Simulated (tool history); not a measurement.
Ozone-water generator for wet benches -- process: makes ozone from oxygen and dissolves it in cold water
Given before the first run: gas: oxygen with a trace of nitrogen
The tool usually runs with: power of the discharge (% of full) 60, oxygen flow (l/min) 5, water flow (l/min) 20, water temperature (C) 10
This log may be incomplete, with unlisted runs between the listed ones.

| run | hour | power of the discharge (% of full) | oxygen flow (l/min) | water flow (l/min) | water temperature (C) | dissolved ozone (ppm) | ozone in the gas ahead of the water (g/m3) |
|---|---|---|---|---|---|---|---|
| 1 | 0 | 60 | 5 | 20 | 10 | 24.8 | 194.6 |
| 2 | 28.9 | 60 | 5 | 20 | 10 | 24.6 | 196.1 |
| 3 | 58.7 | 60 | 5 | 20 | 10 | 24.7 | 196 |
| 4 | 73.6 | 67 | 5 | 20 | 10 | 26.3 | 207 |
| 5 | 106.5 | 60 | 6.17 | 20 | 10 | 24.9 | 170.6 |
| 6 | 124.1 | 60 | 6.17 | 20 | 10 | 24.7 | 171.1 |
| 7 | 157.9 | 98 | 6.17 | 20 | 10 | 33.6 | 232.8 |
| 8 | 191.1 | 60 | 5 | 20 | 10 | 24.9 | 192.4 |
| 9 | 208 | 60 | 5 | 20 | 10 | 25 | 194.3 |
| 10 | 226.1 | 60 | 5 | 20 | 10 | 24.8 | 193.4 |
| 11 | 240.8 | 60 | 5 | 14 | 10 | 32.4 | 194.1 |
| 12 | 265 | 58 | 5 | 20 | 10 | 24.6 | 187.2 |
| 13 | 286.5 | 58 | 5 | 20 | 10 | 24.6 | 188.2 |
| 14 | 311.3 | 58 | 5 | 20 | 10 | 24.6 | 190.3 |
| 15 | 329 | 60 | 2.58 | 20 | 10 | 23.6 | 288.6 |
| 16 | 346.4 | 60 | 2.58 | 21 | 10 | 22.3 | 286.6 |
| 17 | 380.7 | 60 | 2.58 | 21 | 10 | 22.4 | 289.3 |
| 18 | 404.3 | 60 | 2.58 | 21 | 10 | 22.5 | 287.3 |
| 19 | 426.8 | 60 | 4.11 | 27 | 10 | 19 | 214.4 |
|  | 433 | water thermometer calibrated |
| 20 | 449.5 | 60 | 4.11 | 27 | 10 | 18.9 | 216.7 |
| 21 | 471 | 91 | 7.54 | 29 | 17 | 21.8 | 192.2 |
| 22 | 503.1 | 60 | 7.61 | 12 | 10 | 33.6 | 148.9 |
| 23 | 535.6 | 60 | 7.61 | 12 | 10 | 32.8 | 149.5 |
| 24 | 568.3 | 60 | 6.98 | 21 | 11 | 23.5 | 156.4 |
| 25 | 597.2 | 83 | 5 | 22 | 5 | 29.4 | 235.6 |
| 26 | 618.2 | 67 | 5 | 22 | 5 | 26 | 204.6 |
| 27 | 645.7 | 40 | 5.41 | 20 | 10 | 19.4 | 140.9 |
| 28 | 668.8 | 60 | 5 | 25 | 7 | 21.3 | 191.2 |
| 29 | 694.3 | 60 | 4.83 | 16 | 10 | 29.3 | 195.2 |
| 30 | 713.1 | 60 | 3.49 | 20 | 10 | 24.4 | 236.4 |
| 31 | 741.1 | 89 | 5.12 | 20 | 10 | 31 | 238 |
| 32 | 764.5 | 60 | 3.03 | 20 | 10 | 23.9 | 259.4 |

Alternative continuations, all from the tool just after run 32; predict every row:
| A | 790.3 | 60 | 2.96 | 20 | 10 | ? | ? |
| B | 790.3 | 44 | 3.7 | 24 | 10 | ? | ? |
| C | 790.3 | 60 | 5 | 27 | 10 | ? | ? |

| run | dissolved ozone (ppm) | ozone in the gas ahead of the water (g/m3) |
|---|---|---|
| A | 23.9 | 259.5 |
| B | 17.2 | 188.1 |
| C | 19.3 | 187.3 |
What these runs would have given with no unlogged condition in the tool:
| run | dissolved ozone (ppm) | ozone in the gas ahead of the water (g/m3) |
|---|---|---|
| A | 23.9 | 266.8 |
| B | 17.2 | 193.3 |
| C | 19.3 | 192.5 |

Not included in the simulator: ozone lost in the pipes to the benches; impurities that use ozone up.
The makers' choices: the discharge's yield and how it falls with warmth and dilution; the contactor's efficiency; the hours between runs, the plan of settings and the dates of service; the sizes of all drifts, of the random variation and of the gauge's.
